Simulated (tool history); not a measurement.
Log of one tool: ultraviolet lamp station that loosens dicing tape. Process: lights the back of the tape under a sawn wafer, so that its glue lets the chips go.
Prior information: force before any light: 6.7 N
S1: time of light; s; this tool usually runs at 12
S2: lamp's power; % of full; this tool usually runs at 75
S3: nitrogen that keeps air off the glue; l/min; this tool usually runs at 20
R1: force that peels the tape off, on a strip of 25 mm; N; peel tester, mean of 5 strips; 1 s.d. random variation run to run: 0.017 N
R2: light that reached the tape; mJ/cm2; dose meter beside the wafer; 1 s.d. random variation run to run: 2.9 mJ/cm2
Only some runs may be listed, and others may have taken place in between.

Run 1, day 0: usual settings. Result: R1 0.885 N, R2 405 mJ/cm2.
Run 2, day 0.275: usual settings. Result: R1 0.913 N, R2 402 mJ/cm2.
Run 3, day 0.738: usual settings but S1 13 s. Result: R1 0.782 N, R2 432 mJ/cm2.
Run 4, day 1.012: usual settings but S1 13 s. Result: R1 0.814 N, R2 434 mJ/cm2.
Run 5, day 1.304: usual settings but S1 13 s. Result: R1 0.807 N, R2 431 mJ/cm2.
Run 6, day 1.658: usual settings but S1 13 s. Result: R1 0.818 N, R2 428 mJ/cm2.
Run 7, day 2.217: usual settings but S1 8 s. Result: R1 1.715 N, R2 266 mJ/cm2.
Run 8, day 2.533: usual settings but S1 8 s. Result: R1 1.714 N, R2 263 mJ/cm2.
Run 9, day 3.029: usual settings but S1 8 s. Result: R1 1.754 N, R2 261 mJ/cm2.
Run 10, day 3.375: usual settings but S1 8 s. Result: R1 1.81 N, R2 262 mJ/cm2.
At day 3.425: window cleaned of glue's vapour.
Run 11, day 3.708: usual settings. Result: R1 0.957 N, R2 389 mJ/cm2.
Run 12, day 4.154: usual settings but S3 30 l/min. Result: R1 0.828 N, R2 380 mJ/cm2.
Run 13, day 4.5: usual settings but S1 6 s, S3 7 l/min. Result: R1 3.201 N, R2 197 mJ/cm2.
At day 4.65: window cleaned of glue's vapour, once more.
Run 14, day 4.917: usual settings but S1 8 s, S2 62 % of full, S3 25 l/min. Result: R1 2.018 N, R2 216 mJ/cm2.
Run 15, day 5.321: usual settings but S1 19 s, S2 94 % of full, S3 25 l/min. Result: R1 0.201 N, R2 786 mJ/cm2.
Run 16, day 5.871: usual settings but S1 7 s, S2 94 % of full, S3 33 l/min. Result: R1 1.29 N, R2 290 mJ/cm2.
Run 17, day 6.354: usual settings but S1 7 s, S2 94 % of full, S3 33 l/min. Result: R1 1.347 N, R2 290 mJ/cm2.
Run 18, day 6.729: usual settings but S1 7 s, S2 95 % of full. Result: R1 1.591 N, R2 291 mJ/cm2.
Run 19, day 7.071: usual settings but S1 15 s, S2 95 % of full, S3 7 l/min. Result: R1 0.674 N, R2 618 mJ/cm2.
Run 20, day 7.371: usual settings but S1 15 s, S2 95 % of full, S3 7 l/min. Result: R1 0.663 N, R2 622 mJ/cm2.
Run 21, day 7.912: usual settings but S1 19 s, S3 15 l/min. Result: R1 0.431 N, R2 612 mJ/cm2.
Run 22, day 8.233: usual settings but S1 19 s, S2 82 % of full, S3 15 l/min. Result: R1 0.351 N, R2 671 mJ/cm2.
Run 23, day 8.75: usual settings but S1 14 s, S2 91 % of full, S3 22 l/min. Result: R1 0.482 N, R2 542 mJ/cm2.
Run 24, day 9.179: usual settings but S1 14 s, S2 78 % of full, S3 16 l/min. Result: R1 0.736 N, R2 472 mJ/cm2.

Consider 3 possible next runs. They are alternatives, not a sequence: every one starts from the tool as it was left by run 24. What does each give?
Run A, day 9.592: usual settings but S1 20 s, S2 95 % of full, S3 7 l/min. Result: R1 ?, R2 ?.
Run B, day 9.592: usual settings but S1 21 s, S2 61 % of full. Result: R1 ?, R2 ?.
Run C, day 9.592: usual settings but S1 9 s, S2 60 % of full, S3 10 l/min. Result: R1 ?, R2 ?.

run     R1   R2
  A  0.379  811
  B  0.476  552
  C  2.569  228
Without the tool's hidden state the same runs would have given:
run     R1   R2
  A  0.296  909
  B  0.371  618
  C  2.285  256
